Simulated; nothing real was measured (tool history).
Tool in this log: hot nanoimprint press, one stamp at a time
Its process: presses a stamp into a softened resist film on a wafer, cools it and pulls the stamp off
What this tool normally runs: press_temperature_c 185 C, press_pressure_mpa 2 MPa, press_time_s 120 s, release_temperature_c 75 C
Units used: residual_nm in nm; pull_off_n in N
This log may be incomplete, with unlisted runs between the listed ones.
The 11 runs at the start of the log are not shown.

{"run": 12, "hour": 90.9, "press_temperature_c": 185, "press_pressure_mpa": 2, "press_time_s": 120, "release_temperature_c": 75, "residual_nm": 114, "pull_off_n": 220}
{"run": 13, "hour": 97.0, "press_temperature_c": 185, "press_pressure_mpa": 2, "press_time_s": 120, "release_temperature_c": 75, "residual_nm": 113.1, "pull_off_n": 229}
{"run": 14, "hour": 105.3, "press_temperature_c": 185, "press_pressure_mpa": 2, "press_time_s": 120, "release_temperature_c": 75, "residual_nm": 114, "pull_off_n": 226}
{"run": 15, "hour": 113.8, "press_temperature_c": 185, "press_pressure_mpa": 2, "press_time_s": 120, "release_temperature_c": 75, "residual_nm": 114.2, "pull_off_n": 220}
{"run": 16, "hour": 121.3, "press_temperature_c": 175, "press_pressure_mpa": 3, "press_time_s": 77, "release_temperature_c": 63, "residual_nm": 174.6, "pull_off_n": 273}
{"run": 17, "hour": 133.3, "press_temperature_c": 194, "press_pressure_mpa": 2.51, "press_time_s": 120, "release_temperature_c": 75, "residual_nm": 65.4, "pull_off_n": 219}
{"run": 18, "hour": 142.6, "press_temperature_c": 194, "press_pressure_mpa": 2.47, "press_time_s": 81, "release_temperature_c": 75, "residual_nm": 77.6, "pull_off_n": 228}
{"run": 19, "hour": 148.6, "press_temperature_c": 178, "press_pressure_mpa": 2.47, "press_time_s": 81, "release_temperature_c": 75, "residual_nm": 165.3, "pull_off_n": 229}
{"run": 20, "hour": 155.7, "press_temperature_c": 185, "press_pressure_mpa": 2, "press_time_s": 66, "release_temperature_c": 64, "residual_nm": 141.5, "pull_off_n": 270}
{"run": 21, "hour": 164.9, "press_temperature_c": 185, "press_pressure_mpa": 2, "press_time_s": 175, "release_temperature_c": 74, "residual_nm": 97.8, "pull_off_n": 231}
{"run": 22, "hour": 173.7, "press_temperature_c": 195, "press_pressure_mpa": 1.61, "press_time_s": 120, "release_temperature_c": 68, "residual_nm": 79.7, "pull_off_n": 248}
{"run": 23, "hour": 183.5, "press_temperature_c": 188, "press_pressure_mpa": 2, "press_time_s": 79, "release_temperature_c": 75, "residual_nm": 116, "pull_off_n": 225}
{"run": 24, "hour": 189.7, "press_temperature_c": 185, "press_pressure_mpa": 1.71, "press_time_s": 120, "release_temperature_c": 65, "residual_nm": 121.4, "pull_off_n": 261}
{"run": 25, "hour": 202.0, "press_temperature_c": 185, "press_pressure_mpa": 1.76, "press_time_s": 120, "release_temperature_c": 82, "residual_nm": 120.3, "pull_off_n": 192}
{"run": 26, "hour": 208.7, "press_temperature_c": 177, "press_pressure_mpa": 1.86, "press_time_s": 118, "release_temperature_c": 74, "residual_nm": 172.1, "pull_off_n": 231}
{"run": 27, "hour": 220.6, "press_temperature_c": 180, "press_pressure_mpa": 1.54, "press_time_s": 232, "release_temperature_c": 80, "residual_nm": 130.3, "pull_off_n": 203}
{"run": 28, "hour": 232.5, "press_temperature_c": 192, "press_pressure_mpa": 1.9, "press_time_s": 100, "release_temperature_c": 73, "residual_nm": 89.9, "pull_off_n": 236}
{"run": 29, "hour": 244.9, "press_temperature_c": 192, "press_pressure_mpa": 1.9, "press_time_s": 100, "release_temperature_c": 73, "residual_nm": 90.1, "pull_off_n": 237}
{"run": 30, "hour": 255.3, "press_temperature_c": 185, "press_pressure_mpa": 2, "press_time_s": 75, "release_temperature_c": 75, "residual_nm": 133.1, "pull_off_n": 225}

Consider 4 possible next runs. They are alternatives, not a sequence: every one starts from the tool as it was left by run 30. What does each give?
{"run": "A", "hour": 262.7, "press_temperature_c": 185, "press_pressure_mpa": 2.76, "press_time_s": 74, "release_temperature_c": 75, "residual_nm": "?", "pull_off_n": "?"}
{"run": "B", "hour": 262.7, "press_temperature_c": 185, "press_pressure_mpa": 1.27, "press_time_s": 75, "release_temperature_c": 75, "residual_nm": "?", "pull_off_n": "?"}
{"run": "C", "hour": 262.7, "press_temperature_c": 185, "press_pressure_mpa": 1.59, "press_time_s": 75, "release_temperature_c": 83, "residual_nm": "?", "pull_off_n": "?"}
{"run": "D", "hour": 262.7, "press_temperature_c": 174, "press_pressure_mpa": 2.75, "press_time_s": 120, "release_temperature_c": 77, "residual_nm": "?", "pull_off_n": "?"}

run=A residual_nm=114 pull_off_n=224
run=B residual_nm=166 pull_off_n=231
run=C residual_nm=151.7 pull_off_n=200
run=D residual_nm=166.4 pull_off_n=223
Without the tool's unlogged condition, the same runs would have read:
run=A residual_nm=119.5 pull_off_n=213
run=B residual_nm=173 pull_off_n=220
run=C residual_nm=158.5 pull_off_n=192
run=D residual_nm=174.1 pull_off_n=212
